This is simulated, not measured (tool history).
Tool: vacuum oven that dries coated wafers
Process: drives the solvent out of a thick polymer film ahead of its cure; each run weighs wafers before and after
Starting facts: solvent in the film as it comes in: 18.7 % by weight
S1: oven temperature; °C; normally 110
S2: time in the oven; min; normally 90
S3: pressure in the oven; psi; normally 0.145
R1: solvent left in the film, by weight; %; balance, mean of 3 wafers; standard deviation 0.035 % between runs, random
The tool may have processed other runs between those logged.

Run 1, day 0.000: usual settings. Result: R1 3.23 %.
Run 2, day 3.171: usual settings. Result: R1 3.31 %.
Run 3, day 5.704: usual settings. Result: R1 3.32 %.
Run 4, day 8.192: usual settings. Result: R1 3.32 %.
Run 5, day 11.933: usual settings. Result: R1 3.34 %.
Run 6, day 13.583: usual settings. Result: R1 3.30 %.
Run 7, day 15.212: usual settings. Result: R1 3.37 %.
Run 8, day 17.775: usual settings but S1 97 °C. Result: R1 6.77 %.
Run 9, day 21.471: usual settings but S1 97 °C, S2 82 min. Result: R1 7.31 %.
Run 10, day 23.129: usual settings. Result: R1 3.35 %.
Run 11, day 26.267: usual settings. Result: R1 3.39 %.
Run 12, day 28.771: usual settings. Result: R1 3.42 %.
Run 13, day 31.625: usual settings. Result: R1 3.45 %.
Run 14, day 34.775: usual settings but S2 47 min. Result: R1 6.74 %.
Run 15, day 36.612: usual settings but S2 47 min. Result: R1 6.73 %.
Run 16, day 39.704: usual settings but S1 113 °C, S3 0.178 psi. Result: R1 2.94 %.
Run 17, day 41.721: usual settings but S1 113 °C, S3 0.178 psi. Result: R1 2.96 %.
Run 18, day 43.433: usual settings but S1 113 °C, S3 0.178 psi. Result: R1 3.03 %.
Run 19, day 47.388: usual settings but S1 113 °C, S3 0.178 psi. Result: R1 2.95 %.
Run 20, day 50.700: usual settings but S1 116 °C, S2 74 min, S3 0.564 psi. Result: R1 4.83 %.
Run 21, day 52.579: usual settings but S1 99 °C, S2 86 min, S3 0.091 psi. Result: R1 6.35 %.
Run 22, day 54.779: usual settings but S1 99 °C, S2 124 min, S3 0.091 psi. Result: R1 4.49 %.
At day 55.062: vacuum gauge cleaned of residue and calibrated.
Run 23, day 56.792: usual settings but S1 99 °C, S3 0.299 psi. Result: R1 7.27 %.
At day 57.317: oven's thermocouples calibrated.
Run 24, day 60.596: usual settings but S1 98 °C, S3 0.152 psi. Result: R1 6.26 %.
Run 25, day 62.396: usual settings but S1 98 °C, S3 0.152 psi. Result: R1 6.31 %.
Run 26, day 64.221: usual settings but S1 99 °C, S2 53 min, S3 0.074 psi. Result: R1 8.35 %.
Run 27, day 66.383: usual settings but S1 99 °C, S2 53 min, S3 0.074 psi. Result: R1 8.39 %.
Run 28, day 70.325: usual settings but S1 102 °C, S2 140 min, S3 0.090 psi. Result: R1 2.82 %.
Run 29, day 73.950: usual settings but S1 104 °C, S3 0.276 psi. Result: R1 5.38 %.
Run 30, day 75.950: usual settings but S2 81 min, S3 0.416 psi. Result: R1 5.10 %.

Branching from run 30: 3 alternative next runs. What would each branch give?
Run A, day 79.204: usual settings but S1 123 °C, S2 52 min, S3 0.416 psi. Result: R1 ?.
Run B, day 79.204: usual settings but S2 81 min, S3 0.434 psi. Result: R1 ?.
Run C, day 79.204: usual settings but S1 98 °C. Result: R1 ?.

run    R1
  A  3.71
  B  5.14
  C  6.41
Stripped of hidden state, with their random variation kept, the same runs would have yielded:
run    R1
  A  3.62
  B  5.02
  C  6.27
